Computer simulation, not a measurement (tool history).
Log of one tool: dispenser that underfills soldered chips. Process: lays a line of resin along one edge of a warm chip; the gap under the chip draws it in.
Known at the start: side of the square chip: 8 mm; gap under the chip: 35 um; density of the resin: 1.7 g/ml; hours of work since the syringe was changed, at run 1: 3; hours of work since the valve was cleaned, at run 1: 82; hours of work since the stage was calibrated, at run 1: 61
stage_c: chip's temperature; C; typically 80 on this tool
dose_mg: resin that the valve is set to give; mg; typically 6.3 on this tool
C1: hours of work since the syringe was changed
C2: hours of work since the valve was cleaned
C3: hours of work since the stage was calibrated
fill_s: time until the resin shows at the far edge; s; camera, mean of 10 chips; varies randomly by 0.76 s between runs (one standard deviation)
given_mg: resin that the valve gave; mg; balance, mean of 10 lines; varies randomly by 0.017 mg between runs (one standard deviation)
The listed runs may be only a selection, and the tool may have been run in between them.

run 1 hour=0 | stage_c=80 dose_mg=6.3 | C1=3 C2=82 C3=61 | fill_s=87.3 given_mg=6.02
run 2 hour=3.9 | stage_c=80 dose_mg=6.3 | C1=5 C2=85 C3=63 | fill_s=105.4 given_mg=5.98
-- hour=5.2 new syringe of resin
run 3 hour=8.4 | stage_c=80 dose_mg=6.3 | C1=2 C2=87 C3=66 | fill_s=81 given_mg=5.99
run 4 hour=12.4 | stage_c=71 dose_mg=6.3 | C1=4 C2=90 C3=68 | fill_s=134.6 given_mg=5.94
-- hour=15.3 new syringe of resin
run 5 hour=17 | stage_c=80 dose_mg=6.3 | C1=1 C2=92 C3=71 | fill_s=74.4 given_mg=5.97
run 6 hour=21.4 | stage_c=80 dose_mg=6.3 | C1=4 C2=95 C3=74 | fill_s=91.5 given_mg=5.98
run 7 hour=23.7 | stage_c=80 dose_mg=6.3 | C1=5 C2=96 C3=75 | fill_s=99.4 given_mg=5.92
-- hour=25.5 new syringe of resin
-- hour=27.3 dispensing valve cleaned and set on the balance
run 8 hour=29.2 | stage_c=80 dose_mg=6.3 | C1=2 C2=1 C3=77 | fill_s=80.7 given_mg=6.27
run 9 hour=33.9 | stage_c=80 dose_mg=6.3 | C1=4 C2=4 C3=80 | fill_s=97.1 given_mg=6.26
-- hour=36.7 new syringe of resin
run 10 hour=38.5 | stage_c=80 dose_mg=6.3 | C1=1 C2=7 C3=83 | fill_s=76.8 given_mg=6.26
run 11 hour=40.9 | stage_c=74 dose_mg=6.3 | C1=3 C2=8 C3=84 | fill_s=104.8 given_mg=6.25
run 12 hour=42.9 | stage_c=74 dose_mg=6.3 | C1=4 C2=9 C3=85 | fill_s=116 given_mg=6.23
run 13 hour=46.4 | stage_c=80 dose_mg=6.3 | C1=6 C2=11 C3=88 | fill_s=106.7 given_mg=6.25
-- hour=47 new syringe of resin
run 14 hour=49.8 | stage_c=80 dose_mg=6.3 | C1=2 C2=13 C3=89 | fill_s=78.3 given_mg=6.24
run 15 hour=51.8 | stage_c=74 dose_mg=6.16 | C1=3 C2=14 C3=91 | fill_s=106.7 given_mg=6.09
run 16 hour=54.9 | stage_c=82 dose_mg=7.78 | C1=5 C2=16 C3=93 | fill_s=88 given_mg=7.67
-- hour=57.2 new syringe of resin
run 17 hour=58.8 | stage_c=68 dose_mg=7.85 | C1=1 C2=18 C3=95 | fill_s=121.1 given_mg=7.72
run 18 hour=61.8 | stage_c=68 dose_mg=7.85 | C1=3 C2=20 C3=96 | fill_s=136.9 given_mg=7.72
run 19 hour=63.7 | stage_c=68 dose_mg=7.7 | C1=4 C2=21 C3=98 | fill_s=151.4 given_mg=7.59
-- hour=67.7 new syringe of resin
run 20 hour=68.5 | stage_c=93 dose_mg=7.4 | C1=1 C2=24 C3=100 | fill_s=45.1 given_mg=7.29
run 21 hour=71.2 | stage_c=76 dose_mg=5.41 | C1=2 C2=26 C3=102 | fill_s=99.3 given_mg=5.32
run 22 hour=74.3 | stage_c=79 dose_mg=6.6 | C1=4 C2=27 C3=104 | fill_s=96.6 given_mg=6.45
-- hour=77.9 new syringe of resin
run 23 hour=79.2 | stage_c=92 dose_mg=5.49 | C1=1 C2=30 C3=107 | fill_s=48.5 given_mg=5.4
run 24 hour=81.8 | stage_c=72 dose_mg=7.01 | C1=2 C2=32 C3=108 | fill_s=113.8 given_mg=6.83
run 25 hour=85.5 | stage_c=86 dose_mg=6.34 | C1=5 C2=34 C3=110 | fill_s=76.5 given_mg=6.21
-- hour=88.4 new syringe of resin
run 26 hour=88.4 | stage_c=86 dose_mg=6.34 | C1=0 C2=36 C3=112 | fill_s=57.1 given_mg=6.17
run 27 hour=91.8 | stage_c=84 dose_mg=6.34 | C1=2 C2=38 C3=114 | fill_s=72 given_mg=6.19

Consider 4 possible next runs. They are alternatives, not a sequence: every one starts from the tool as it was left by run 27. What does each give?
run A hour=95.6 | stage_c=79 dose_mg=6.3 | C1=4 C2=40 C3=116 | fill_s=? given_mg=?
run B hour=95.6 | stage_c=74 dose_mg=6.77 | C1=4 C2=40 C3=116 | fill_s=? given_mg=?
run C hour=95.6 | stage_c=87 dose_mg=6.86 | C1=4 C2=40 C3=116 | fill_s=? given_mg=?
run D hour=95.6 | stage_c=80 dose_mg=6.55 | C1=4 C2=40 C3=116 | fill_s=? given_mg=?

run=A fill_s=99.5 given_mg=6.14
run=B fill_s=121.6 given_mg=6.57
run=C fill_s=75 given_mg=6.67
run=D fill_s=95.6 given_mg=6.38
With no hidden state in the tool, these same runs would have given:
run=A fill_s=71.2 given_mg=6.32
run=B fill_s=87.3 given_mg=6.76
run=C fill_s=54 given_mg=6.86
run=D fill_s=68.6 given_mg=6.56

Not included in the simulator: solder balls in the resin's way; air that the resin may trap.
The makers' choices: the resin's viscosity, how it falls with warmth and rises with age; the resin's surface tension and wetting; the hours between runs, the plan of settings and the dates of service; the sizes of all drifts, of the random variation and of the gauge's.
